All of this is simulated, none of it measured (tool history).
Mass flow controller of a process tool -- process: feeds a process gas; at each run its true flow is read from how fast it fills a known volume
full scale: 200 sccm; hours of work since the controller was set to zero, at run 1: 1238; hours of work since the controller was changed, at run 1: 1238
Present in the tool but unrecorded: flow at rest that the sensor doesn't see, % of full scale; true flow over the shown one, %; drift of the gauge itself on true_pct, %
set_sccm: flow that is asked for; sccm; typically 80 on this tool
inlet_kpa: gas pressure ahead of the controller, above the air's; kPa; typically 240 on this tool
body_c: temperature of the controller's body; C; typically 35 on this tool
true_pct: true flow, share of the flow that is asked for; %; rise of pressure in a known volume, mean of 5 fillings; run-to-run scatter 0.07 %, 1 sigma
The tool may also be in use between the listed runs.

run    hour  set_sccm  inlet_kpa  body_c  hours of work since the controller was set to zero  hours of work since the controller was changed  true_pct
  1     0.0        80        240      35                                                1238                                            1238     98.90
  2   108.7        80        240      35                                                1308                                            1308     99.03
  3   266.6        80        240      35                                                1409                                            1409     98.88
  4   343.3        80        240      28                                                1458                                            1458     98.58
  5   437.6        80        240      28                                                1518                                            1518     98.51
  6   607.0        21        240      35                                                1626                                            1626     98.38
  7   746.4        80        240      21                                                1715                                            1715     98.17
  8   861.9        80        277      35                                                1789                                            1789     98.89
  9  1011.1        80        240      35                                                1885                                            1885     99.07
 10  1149.8       200        240      35                                                1973                                            1973    100.44
 11  1317.2        80        240      35                                                2080                                            2080     99.05
 12  1491.3        80        240      35                                                2191                                            2191     99.26
 13  1584.3        25        154      23                                                2251                                            2251     98.03
 14  1702.1        66        160      28                                                2326                                            2326     98.84
 15  1803.0        36        225      39                                                2391                                            2391     98.75
 16  1890.7        25        191      36                                                2447                                            2447     98.55
 17  1979.6        80        196      35                                                2504                                            2504     99.33
 18  2130.0        80        196      35                                                2600                                            2600     99.12

Run 19 has not been measured yet. What should we expect?
 19  2227.9       111        206      32                                                2662                                            2662         ?

{"run 19": {"true_pct": 99.32}}
On a tool with no hidden condition, and with the same random variation, this run would have come out at true_pct 99.33 %.

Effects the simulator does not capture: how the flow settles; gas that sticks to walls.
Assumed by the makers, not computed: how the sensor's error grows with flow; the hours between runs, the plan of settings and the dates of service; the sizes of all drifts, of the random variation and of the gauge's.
